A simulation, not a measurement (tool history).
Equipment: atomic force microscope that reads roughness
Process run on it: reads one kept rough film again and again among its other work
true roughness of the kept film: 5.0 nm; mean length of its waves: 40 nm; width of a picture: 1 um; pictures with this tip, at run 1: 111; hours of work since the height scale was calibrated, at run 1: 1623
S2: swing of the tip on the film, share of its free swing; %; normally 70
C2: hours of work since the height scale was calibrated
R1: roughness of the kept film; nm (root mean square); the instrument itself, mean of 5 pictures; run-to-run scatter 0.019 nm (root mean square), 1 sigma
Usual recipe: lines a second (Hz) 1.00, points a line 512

run 1 hour=0.0 | lines_a_second_(Hz)=1.00 S2=70 points_a_line=512 | pictures_with_this_tip=111 C2=1623 | R1=4.362
run 2 hour=40.3 | lines_a_second_(Hz)=1.00 S2=70 points_a_line=512 | pictures_with_this_tip=188 C2=1649 | R1=4.175
-- hour=70.0 new tip fitted
run 3 hour=79.0 | lines_a_second_(Hz)=1.00 S2=70 points_a_line=512 | pictures_with_this_tip=17 C2=1673 | R1=4.462
run 4 hour=123.6 | lines_a_second_(Hz)=0.98 S2=70 points_a_line=512 | pictures_with_this_tip=102 C2=1702 | R1=4.284
run 5 hour=183.4 | lines_a_second_(Hz)=0.98 S2=70 points_a_line=512 | pictures_with_this_tip=217 C2=1740 | R1=4.130
-- hour=196.7 new tip fitted
run 6 hour=231.6 | lines_a_second_(Hz)=0.98 S2=70 points_a_line=512 | pictures_with_this_tip=67 C2=1771 | R1=4.371
run 7 hour=301.9 | lines_a_second_(Hz)=0.98 S2=70 points_a_line=512 | pictures_with_this_tip=201 C2=1816 | R1=4.140
-- hour=324.9 new tip fitted
run 8 hour=359.2 | lines_a_second_(Hz)=0.98 S2=70 points_a_line=512 | pictures_with_this_tip=66 C2=1852 | R1=4.397
run 9 hour=428.1 | lines_a_second_(Hz)=0.69 S2=59 points_a_line=688 | pictures_with_this_tip=198 C2=1897 | R1=4.242
-- hour=450.5 new tip fitted
-- hour=474.2 height scale calibrated on a step standard
run 10 hour=500.5 | lines_a_second_(Hz)=1.21 S2=59 points_a_line=797 | pictures_with_this_tip=94 C2=17 | R1=4.438
run 11 hour=530.0 | lines_a_second_(Hz)=0.67 S2=65 points_a_line=532 | pictures_with_this_tip=150 C2=36 | R1=4.405
-- hour=579.2 new tip fitted
run 12 hour=586.7 | lines_a_second_(Hz)=0.67 S2=65 points_a_line=532 | pictures_with_this_tip=14 C2=72 | R1=4.617
run 13 hour=652.3 | lines_a_second_(Hz)=0.67 S2=65 points_a_line=532 | pictures_with_this_tip=140 C2=114 | R1=4.375
-- hour=706.7 new tip fitted
run 14 hour=721.1 | lines_a_second_(Hz)=0.60 S2=69 points_a_line=512 | pictures_with_this_tip=27 C2=158 | R1=4.585
run 15 hour=771.6 | lines_a_second_(Hz)=1.00 S2=69 points_a_line=339 | pictures_with_this_tip=124 C2=190 | R1=4.306
run 16 hour=830.0 | lines_a_second_(Hz)=1.00 S2=69 points_a_line=339 | pictures_with_this_tip=236 C2=228 | R1=4.162

Hidden state or all else? Some run-to-run changes of R1, split into what the settings, what came in and random variation would give without the hidden state, and what is left for the hidden state (with any gauge scatter that isn't in both results):
The tool's hidden condition here consists of: radius of the tip, nm; height scale over the true one, %; drift of the gauge itself on roughness_nm, %.
Run 2 -> 3: new tip fitted. R1 +0.287 nm (root mean square): hidden state +0.265, all else +0.022.
